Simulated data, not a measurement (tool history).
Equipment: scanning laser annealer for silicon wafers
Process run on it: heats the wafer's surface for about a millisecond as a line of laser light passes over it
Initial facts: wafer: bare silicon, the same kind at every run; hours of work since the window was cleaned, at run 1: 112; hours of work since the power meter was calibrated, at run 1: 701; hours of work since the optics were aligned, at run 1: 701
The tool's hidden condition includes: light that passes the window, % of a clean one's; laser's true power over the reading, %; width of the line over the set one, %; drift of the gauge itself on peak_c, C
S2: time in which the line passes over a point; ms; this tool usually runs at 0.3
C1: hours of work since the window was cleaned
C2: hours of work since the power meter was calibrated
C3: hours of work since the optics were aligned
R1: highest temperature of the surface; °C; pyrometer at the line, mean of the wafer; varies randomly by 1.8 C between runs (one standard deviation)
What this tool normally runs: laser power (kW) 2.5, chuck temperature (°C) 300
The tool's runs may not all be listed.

run 1 hour=0 | laser_power_(kW)=2.5 S2=0.3 chuck_temperature_(°C)=300 | C1=112 C2=701 C3=701 | R1=1043
run 2 hour=63.1 | laser_power_(kW)=2.5 S2=0.3 chuck_temperature_(°C)=300 | C1=149 C2=737 C3=737 | R1=1043
run 3 hour=107.3 | laser_power_(kW)=2.5 S2=0.3 chuck_temperature_(°C)=300 | C1=174 C2=763 C3=763 | R1=1041
run 4 hour=158.7 | laser_power_(kW)=2.5 S2=0.3 chuck_temperature_(°C)=289 | C1=204 C2=793 C3=793 | R1=1033
run 5 hour=219.8 | laser_power_(kW)=2.5 S2=0.3 chuck_temperature_(°C)=289 | C1=240 C2=828 C3=828 | R1=1032
run 6 hour=302.3 | laser_power_(kW)=2.5 S2=0.3 chuck_temperature_(°C)=289 | C1=288 C2=876 C3=876 | R1=1034
run 7 hour=379.3 | laser_power_(kW)=2.5 S2=0.3 chuck_temperature_(°C)=289 | C1=332 C2=921 C3=921 | R1=1035
run 8 hour=438.1 | laser_power_(kW)=2.5 S2=0.238 chuck_temperature_(°C)=300 | C1=367 C2=955 C3=955 | R1=958
run 9 hour=494.5 | laser_power_(kW)=2.5 S2=0.238 chuck_temperature_(°C)=300 | C1=399 C2=988 C3=988 | R1=957
-- hour=500.3 window over the wafer cleaned
run 10 hour=539.3 | laser_power_(kW)=2.5 S2=0.217 chuck_temperature_(°C)=310 | C1=23 C2=1013 C3=1013 | R1=934
run 11 hour=599.9 | laser_power_(kW)=2.5 S2=0.352 chuck_temperature_(°C)=300 | C1=58 C2=1048 C3=1048 | R1=1107
run 12 hour=639.1 | laser_power_(kW)=2.652 S2=0.3 chuck_temperature_(°C)=300 | C1=81 C2=1071 C3=1071 | R1=1091

Forecast run 13:
-- hour=715.5 optics aligned, line set to its width
run 13 hour=720.5 | laser_power_(kW)=2.34 S2=0.294 chuck_temperature_(°C)=329 | C1=125 C2=1116 C3=3 | R1=?

R1: 1013 °C
With the hidden condition absent and the run-to-run variation left alone, this run would have shown R1 1013 °C.

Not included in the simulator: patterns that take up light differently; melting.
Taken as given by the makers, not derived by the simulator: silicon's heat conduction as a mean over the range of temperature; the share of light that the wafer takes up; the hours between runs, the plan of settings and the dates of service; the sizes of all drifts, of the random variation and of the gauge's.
